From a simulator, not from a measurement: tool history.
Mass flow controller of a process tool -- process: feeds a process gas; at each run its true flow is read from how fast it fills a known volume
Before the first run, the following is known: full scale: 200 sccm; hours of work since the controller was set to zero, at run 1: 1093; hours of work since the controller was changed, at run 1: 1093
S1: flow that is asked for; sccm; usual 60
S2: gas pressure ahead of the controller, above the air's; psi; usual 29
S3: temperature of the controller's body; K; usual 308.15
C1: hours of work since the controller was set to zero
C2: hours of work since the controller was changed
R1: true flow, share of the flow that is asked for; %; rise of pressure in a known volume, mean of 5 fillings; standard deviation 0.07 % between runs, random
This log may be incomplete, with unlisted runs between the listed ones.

Run 1, hour 0: usual settings; C1 1093; C2 1093. Result: R1 98.02 %.
Run 2, hour 85.6: usual settings; C1 1151; C2 1151. Result: R1 98.01 %.
Run 3, hour 157.6: usual settings but S2 39.5 psi; C1 1200; C2 1200. Result: R1 98.39 %.
Run 4, hour 307: usual settings but S2 39.5 psi; C1 1302; C2 1302. Result: R1 98.44 %.
Run 5, hour 462.7: usual settings but S2 30.6 psi; C1 1407; C2 1407. Result: R1 98.34 %.
Run 6, hour 600.6: usual settings but S1 129 sccm; C1 1501; C2 1501. Result: R1 98.91 %.
Run 7, hour 713.2: usual settings but S1 129 sccm; C1 1578; C2 1578. Result: R1 98.92 %.
Run 8, hour 789.4: usual settings but S1 129 sccm; C1 1629; C2 1629. Result: R1 98.84 %.
Run 9, hour 894.3: usual settings but S1 129 sccm; C1 1701; C2 1701. Result: R1 98.97 %.
Run 10, hour 979.4: usual settings but S1 129 sccm; C1 1758; C2 1758. Result: R1 98.81 %.
Run 11, hour 1131.4: usual settings but S1 129 sccm; C1 1862; C2 1862. Result: R1 98.89 %.
Run 12, hour 1286.5: usual settings but S1 129 sccm; C1 1967; C2 1967. Result: R1 99.02 %.
Run 13, hour 1352.4: usual settings but S2 37.4 psi; C1 2012; C2 2012. Result: R1 99.12 %.
Run 14, hour 1445.7: usual settings but S2 37.4 psi; C1 2075; C2 2075. Result: R1 98.94 %.
Run 15, hour 1516.1: usual settings but S2 37.4 psi; C1 2123; C2 2123. Result: R1 99.1 %.
At hour 1525.3: controller's zero set anew.
Run 16, hour 1591.4: usual settings; C1 45; C2 2174. Result: R1 99.78 %.
Run 17, hour 1726.4: usual settings; C1 137; C2 2266. Result: R1 99.83 %.
Run 18, hour 1861.4: usual settings; C1 228; C2 2357. Result: R1 100 %.
Run 19, hour 1972.8: usual settings; C1 304; C2 2433. Result: R1 99.99 %.
Run 20, hour 2100.9: usual settings; C1 391; C2 2520. Result: R1 100.15 %.
Run 21, hour 2199: usual settings; C1 458; C2 2587. Result: R1 100.18 %.
Run 22, hour 2351.4: usual settings; C1 561; C2 2690. Result: R1 100.19 %.
Run 23, hour 2416.6: usual settings; C1 606; C2 2735. Result: R1 100.32 %.
At hour 2455.5: controller's zero set anew, once more.
Run 24, hour 2480.3: usual settings; C1 17; C2 2778. Result: R1 97.87 %.
Run 25, hour 2605: usual settings but S1 107 sccm; C1 102; C2 2862. Result: R1 98.33 %.
Run 26, hour 2693.6: usual settings but S1 107 sccm; C1 162; C2 2923. Result: R1 98.53 %.
Run 27, hour 2816.1: usual settings but S1 107 sccm; C1 245; C2 3006. Result: R1 98.5 %.
Run 28, hour 2954.6: usual settings but S1 107 sccm, S2 33.1 psi; C1 339; C2 3100. Result: R1 98.62 %.
Run 29, hour 3082.7: usual settings but S1 174 sccm, S2 33.1 psi, S3 299.15 K; C1 426; C2 3187. Result: R1 100.47 %.
Run 30, hour 3168.8: usual settings but S1 163 sccm, S2 33.1 psi, S3 294.15 K; C1 485; C2 3245. Result: R1 100.95 %.
Run 31, hour 3237.7: usual settings but S1 21 sccm, S2 35 psi, S3 300.15 K; C1 532; C2 3292. Result: R1 99.52 %.
Run 32, hour 3366.2: usual settings but S2 35.8 psi, S3 298.15 K; C1 619; C2 3380. Result: R1 99.47 %.
Run 33, hour 3446.5: usual settings but S1 26 sccm, S2 37.1 psi, S3 305.15 K; C1 673; C2 3434. Result: R1 99.17 %.
Run 34, hour 3566.4: usual settings but S1 26 sccm, S2 37.1 psi, S3 305.15 K; C1 755; C2 3516. Result: R1 99.32 %.
Run 35, hour 3638.3: usual settings but S1 63 sccm, S2 36.7 psi; C1 804; C2 3565. Result: R1 98.73 %.
Run 36, hour 3720.1: usual settings but S1 63 sccm, S2 36.7 psi; C1 859; C2 3620. Result: R1 98.64 %.
Run 37, hour 3834.9: usual settings but S1 25 sccm, S2 24.7 psi; C1 937; C2 3698. Result: R1 99.03 %.
Run 38, hour 3987: usual settings but S1 110 sccm, S2 22.2 psi; C1 1041; C2 3801. Result: R1 98.74 %.
Run 39, hour 4077.7: usual settings but S1 110 sccm, S2 22.2 psi; C1 1102; C2 3863. Result: R1 98.7 %.
Run 40, hour 4210.1: usual settings but S1 45 sccm, S2 20.5 psi, S3 310.15 K; C1 1192; C2 3953. Result: R1 98.32 %.
Run 41, hour 4275.2: usual settings but S1 45 sccm, S2 20.5 psi, S3 310.15 K; C1 1237; C2 3997. Result: R1 98.38 %.
Run 42, hour 4398.9: usual settings but S2 27.4 psi, S3 303.15 K; C1 1321; C2 4081. Result: R1 99.35 %.
Run 43, hour 4484.7: usual settings but S2 26.3 psi, S3 304.15 K; C1 1379; C2 4140. Result: R1 99.09 %.
Run 44, hour 4599.2: usual settings but S2 26.3 psi, S3 304.15 K; C1 1457; C2 4217. Result: R1 99.29 %.
Run 45, hour 4700.4: usual settings but S1 24 sccm, S2 36.7 psi, S3 304.15 K; C1 1525; C2 4286. Result: R1 100.94 %.
Run 46, hour 4826.8: usual settings but S1 66 sccm, S2 21 psi, S3 293.15 K; C1 1611; C2 4372. Result: R1 100.21 %.
Run 47, hour 4982.7: usual settings but S1 181 sccm; C1 1717; C2 4478. Result: R1 100.12 %.
Run 48, hour 5085.4: usual settings but S1 31 sccm, S2 26.8 psi, S3 307.15 K; C1 1787; C2 4548. Result: R1 100.24 %.
Run 49, hour 5239.7: usual settings but S1 31 sccm, S2 26.8 psi, S3 306.15 K; C1 1892; C2 4653. Result: R1 100.31 %.

Each row is a separate what-if for the run after 49, all from the same tool condition, not one after another. Results?
Run A, hour 5361.6: usual settings but S1 28 sccm, S2 34.4 psi, S3 306.15 K; C1 1975; C2 4736. Result: R1 ?.
Run B, hour 5361.6: usual settings but S1 31 sccm, S2 22.3 psi, S3 297.15 K; C1 1975; C2 4736. Result: R1 ?.
Run C, hour 5361.6: usual settings but S1 62 sccm, S2 36.7 psi, S3 310.15 K; C1 1975; C2 4736. Result: R1 ?.

run      R1
  A  100.97
  B  101.17
  C   99.48
Take away the tool's hidden state, keep each run's random variation, and the runs would have read:
run     R1
  A   96.9
  B  97.41
  C  97.16
